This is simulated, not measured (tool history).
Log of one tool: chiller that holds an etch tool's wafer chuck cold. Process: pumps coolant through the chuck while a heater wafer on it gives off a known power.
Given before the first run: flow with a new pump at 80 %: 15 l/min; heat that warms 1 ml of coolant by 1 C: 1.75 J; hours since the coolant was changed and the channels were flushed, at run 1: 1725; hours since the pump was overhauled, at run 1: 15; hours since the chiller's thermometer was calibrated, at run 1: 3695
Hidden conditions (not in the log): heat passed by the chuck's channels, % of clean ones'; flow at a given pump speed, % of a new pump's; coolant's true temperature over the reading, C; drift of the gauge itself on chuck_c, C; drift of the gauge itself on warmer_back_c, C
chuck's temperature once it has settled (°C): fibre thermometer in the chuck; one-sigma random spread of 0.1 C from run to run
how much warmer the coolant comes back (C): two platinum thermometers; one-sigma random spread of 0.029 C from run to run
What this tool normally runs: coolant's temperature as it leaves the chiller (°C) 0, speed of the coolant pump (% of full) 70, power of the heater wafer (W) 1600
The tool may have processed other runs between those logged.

| run | hour | coolant's temperature as it leaves the chiller (°C) | speed of the coolant pump (% of full) | power of the heater wafer (W) | hours since the coolant was changed and the channels were flushed | hours since the pump was overhauled | hours since the chiller's thermometer was calibrated | chuck's temperature once it has settled (°C) | how much warmer the coolant comes back (C) |
|---|---|---|---|---|---|---|---|---|---|
| 1 | 0 | 0 | 70 | 1600 | 1725 | 15 | 3695 | 16.9 | 4.14 |
| 2 | 39.9 | 0 | 70 | 2350 | 1764 | 55 | 3735 | 24.8 | 6.08 |
| 3 | 116.4 | 0 | 70 | 2350 | 1841 | 131 | 3811 | 24.4 | 6.05 |
| 4 | 198.7 | 0 | 94 | 1600 | 1923 | 214 | 3893 | 13.3 | 3.11 |
| 5 | 242.3 | 0 | 70 | 1600 | 1967 | 257 | 3937 | 16.8 | 4.17 |
| 6 | 302.4 | 0 | 70 | 1600 | 2027 | 317 | 3997 | 16.8 | 4.15 |
| 7 | 386.8 | 0 | 70 | 1600 | 2111 | 402 | 4081 | 16.8 | 4.08 |
| 8 | 428.6 | 1 | 70 | 1600 | 2153 | 444 | 4123 | 18 | 4.11 |
| 9 | 468.2 | 1 | 70 | 1600 | 2193 | 483 | 4163 | 17.8 | 4.1 |
| 10 | 518.6 | 0 | 70 | 1600 | 2243 | 533 | 4213 | 16.8 | 4.08 |
| 11 | 554.7 | 2 | 70 | 1600 | 2279 | 570 | 4249 | 18.7 | 4.08 |
| 12 | 619.4 | 2 | 70 | 1600 | 2344 | 634 | 4314 | 18.8 | 4.05 |
| 13 | 700.7 | 0 | 70 | 1600 | 2425 | 716 | 4395 | 16.8 | 4.05 |
| 14 | 742.2 | 7 | 70 | 1600 | 2467 | 757 | 4437 | 23.8 | 4.07 |
| 15 | 785 | 7 | 70 | 1600 | 2510 | 800 | 4480 | 23.8 | 4.04 |
| 16 | 820 | 7 | 70 | 1600 | 2545 | 835 | 4515 | 23.9 | 4.06 |
| 17 | 900.7 | 7 | 74 | 944 | 2625 | 916 | 4595 | 16.5 | 2.23 |
| 18 | 957.8 | 7 | 74 | 1131 | 2682 | 973 | 4652 | 18.6 | 2.7 |
| 19 | 1002.3 | 3 | 74 | 1131 | 2727 | 1017 | 4697 | 14.6 | 2.7 |
| 20 | 1053.4 | 3 | 70 | 1131 | 2778 | 1068 | 4748 | 14.7 | 2.87 |
| 21 | 1120.7 | 3 | 70 | 1131 | 2845 | 1136 | 4815 | 15 | 2.85 |

The next listed run, before its measurement:
| 22 | 1187.6 | -8 | 81 | 1091 | 2912 | 1203 | 4882 | ? | ? |

Logged for run 22: chuck's temperature once it has settled (°C) 2.3, how much warmer the coolant comes back (C) 2.35.
With no hidden state in the tool, this same run would have given chuck's temperature once it has settled (°C) 2.3, how much warmer the coolant comes back (C) 2.46.
